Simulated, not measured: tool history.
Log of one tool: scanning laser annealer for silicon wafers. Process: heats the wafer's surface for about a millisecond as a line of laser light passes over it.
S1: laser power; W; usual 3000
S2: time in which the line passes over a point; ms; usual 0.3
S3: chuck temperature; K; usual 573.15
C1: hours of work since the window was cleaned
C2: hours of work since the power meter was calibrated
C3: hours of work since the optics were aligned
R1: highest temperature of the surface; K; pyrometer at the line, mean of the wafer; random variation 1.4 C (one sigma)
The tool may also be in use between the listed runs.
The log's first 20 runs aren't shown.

{"run": 21, "hour": 273.3, "S1": 3096, "S2": 0.3, "S3": 542.15, "C1": 810, "C2": 189, "C3": 533, "R1": 1270.15}
{"run": 22, "hour": 291.6, "S1": 3096, "S2": 0.3, "S3": 542.15, "C1": 818, "C2": 197, "C3": 541, "R1": 1273.15}
{"run": 23, "hour": 299.3, "S1": 3096, "S2": 0.3, "S3": 600.15, "C1": 822, "C2": 201, "C3": 544, "R1": 1333.15}
{"run": 24, "hour": 312.8, "S1": 2906, "S2": 0.282, "S3": 573.15, "C1": 827, "C2": 206, "C3": 550, "R1": 1222.15}
{"run": 25, "hour": 323.4, "S1": 2734, "S2": 0.344, "S3": 608.15, "C1": 832, "C2": 211, "C3": 555, "R1": 1281.15}
{"run": 26, "hour": 337.5, "S1": 2623, "S2": 0.249, "S3": 574.15, "C1": 838, "C2": 217, "C3": 561, "R1": 1103.15}
{"run": 27, "hour": 348.5, "S1": 3278, "S2": 0.286, "S3": 552.15, "C1": 843, "C2": 222, "C3": 565, "R1": 1317.15}
{"run": 28, "hour": 366.9, "S1": 3278, "S2": 0.286, "S3": 552.15, "C1": 850, "C2": 230, "C3": 573, "R1": 1315.15}
{"run": 29, "hour": 384.4, "S1": 3278, "S2": 0.286, "S3": 552.15, "C1": 858, "C2": 237, "C3": 581, "R1": 1317.15}
{"run": 30, "hour": 395.2, "S1": 3278, "S2": 0.286, "S3": 552.15, "C1": 863, "C2": 242, "C3": 585, "R1": 1317.15}
{"run": 31, "hour": 406.8, "S1": 3106, "S2": 0.273, "S3": 535.15, "C1": 867, "C2": 247, "C3": 590, "R1": 1232.15}
{"run": 32, "hour": 420.3, "S1": 3106, "S2": 0.273, "S3": 535.15, "C1": 873, "C2": 252, "C3": 596, "R1": 1230.15}
{"run": 33, "hour": 434.1, "S1": 3000, "S2": 0.3, "S3": 586.15, "C1": 879, "C2": 258, "C3": 602, "R1": 1287.15}
{"run": 34, "hour": 452.9, "S1": 3000, "S2": 0.335, "S3": 586.15, "C1": 887, "C2": 266, "C3": 610, "R1": 1333.15}
{"run": 35, "hour": 469.2, "S1": 3000, "S2": 0.335, "S3": 586.15, "C1": 894, "C2": 273, "C3": 617, "R1": 1330.15}
{"run": 36, "hour": 486.9, "S1": 3000, "S2": 0.3, "S3": 579.15, "C1": 902, "C2": 281, "C3": 625, "R1": 1281.15}
{"run": 37, "hour": 494.9, "S1": 3209, "S2": 0.318, "S3": 584.15, "C1": 905, "C2": 284, "C3": 628, "R1": 1376.15}
{"run": 38, "hour": 512.4, "S1": 2986, "S2": 0.318, "S3": 584.15, "C1": 913, "C2": 292, "C3": 636, "R1": 1305.15}
{"run": 39, "hour": 525.0, "S1": 2774, "S2": 0.296, "S3": 567.15, "C1": 918, "C2": 297, "C3": 641, "R1": 1195.15}
{"run": 40, "hour": 541.8, "S1": 2774, "S2": 0.25, "S3": 586.15, "C1": 925, "C2": 304, "C3": 648, "R1": 1157.15}
{"run": 41, "hour": 556.3, "S1": 2774, "S2": 0.25, "S3": 586.15, "C1": 931, "C2": 311, "C3": 654, "R1": 1157.15}

4 ways to go on from here, each from the tool as it stands after run 41. What would each give?
{"run": "A", "hour": 573.4, "S1": 3000, "S2": 0.249, "S3": 573.15, "C1": 939, "C2": 318, "C3": 662, "R1": "?"}
{"run": "B", "hour": 573.4, "S1": 3281, "S2": 0.3, "S3": 553.15, "C1": 939, "C2": 318, "C3": 662, "R1": "?"}
{"run": "C", "hour": 573.4, "S1": 3178, "S2": 0.3, "S3": 573.15, "C1": 939, "C2": 318, "C3": 662, "R1": "?"}
{"run": "D", "hour": 573.4, "S1": 3000, "S2": 0.241, "S3": 573.15, "C1": 939, "C2": 318, "C3": 662, "R1": "?"}

run=A R1=1205.15
run=B R1=1339.15
run=C R1=1327.15
run=D R1=1193.15
Without the tool's hidden state the same runs would have given:
run=A R1=1206.15
run=B R1=1341.15
run=C R1=1329.15
run=D R1=1195.15
